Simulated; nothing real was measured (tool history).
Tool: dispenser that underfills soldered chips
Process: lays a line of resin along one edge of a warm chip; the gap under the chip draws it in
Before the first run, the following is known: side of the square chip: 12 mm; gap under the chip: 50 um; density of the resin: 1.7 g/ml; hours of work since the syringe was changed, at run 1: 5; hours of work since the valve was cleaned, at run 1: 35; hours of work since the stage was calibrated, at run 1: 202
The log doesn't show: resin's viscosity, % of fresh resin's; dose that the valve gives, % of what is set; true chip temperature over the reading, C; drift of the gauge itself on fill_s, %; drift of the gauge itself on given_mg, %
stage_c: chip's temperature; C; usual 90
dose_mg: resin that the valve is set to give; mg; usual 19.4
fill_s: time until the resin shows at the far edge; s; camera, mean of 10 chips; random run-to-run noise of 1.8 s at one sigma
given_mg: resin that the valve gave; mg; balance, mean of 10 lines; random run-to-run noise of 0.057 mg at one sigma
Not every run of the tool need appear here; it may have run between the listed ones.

run   hour  stage_c  dose_mg  hours of work since the syringe was changed  hours of work since the valve was cleaned  hours of work since the stage was calibrated  fill_s  given_mg
  1      0       90     19.4                                            5                                         35                                           202   215.7     19.22
  2    7.7       90     19.4                                           11                                         41                                           208   287.5     19.14
       8.9  -- new syringe of resin
  3   14.6       90     19.4                                            5                                         46                                           214   214.8     18.99
  4   20.7       90     21.3                                            9                                         51                                           219   266.9     20.91
      24.1  -- new syringe of resin
  5   28.9       90     21.3                                            4                                         57                                           225   199.6     20.91
  6   36.3       90     21.3                                           10                                         63                                           231   266.6     20.88
      39.1  -- new syringe of resin
  7   43.6       90     21.3                                            4                                         69                                           236   197.4     20.83
  8     50       92     19.4                                            9                                         74                                           241   237.6     18.83
      54.2  -- new syringe of resin
  9   57.9       92     20.8                                            3                                         80                                           248   180.8      20.2
 10   65.6       92     20.8                                            9                                         86                                           254   249.2     20.25
      69.8  -- new syringe of resin
 11   72.2       90     22.6                                            2                                         91                                           259   187.1     21.95
 12   79.8       90     19.4                                            8                                         97                                           265   250.8     18.74
      85.2  -- new syringe of resin
 13   87.1       86     19.4                                            2                                        103                                           270   203.4      18.8
 14   90.6       90     19.4                                            4                                        106                                           273   209.6     18.74
 15   98.5       90     19.4                                           11                                        112                                           279   282.6     18.75
     100.7  -- new syringe of resin
 16  102.2       90     19.4                                            1                                        115                                           282   179.2     18.68
 17    106       90     18.1                                            4                                        118                                           285   210.9     17.38
       108  -- dispensing valve cleaned and set on the balance
 18  112.5       90     18.1                                            9                                          4                                           290   257.9     18.16
     117.1  -- new syringe of resin
 19  117.1       94     18.1                                            0                                          7                                           293   157.7     18.02
 20  122.8       84       22                                            5                                         12                                           298   254.3     22.04
 21  131.1       84       22                                           11                                         18                                           304   342.6      21.8
     132.4  -- new syringe of resin
 22  136.7       80     21.1                                            3                                         22                                           308   264.6     20.98
     141.7  -- stage's temperature calibrated
 23  141.7       80     21.1                                            7                                         26                                             0   314.2     20.89
     148.7  -- new syringe of resin
 24  149.7       95     18.1                                            1                                         32                                             6   155.2     17.96
 25  153.2       83     18.9                                            4                                         35                                             9   244.3     18.67
 26  160.5       86     22.8                                            9                                         40                                            15     298     22.51

What will run 27 give?
     163.9  -- new syringe of resin
 27  168.2       77     18.6                                            3                                         46                                            21       ?         ?

Run 27 yielded fill_s 300.2 s, given_mg 18.35 mg.
Had the tool carried no hidden state, the very same run would have given fill_s 252 s, given_mg 18.64 mg.
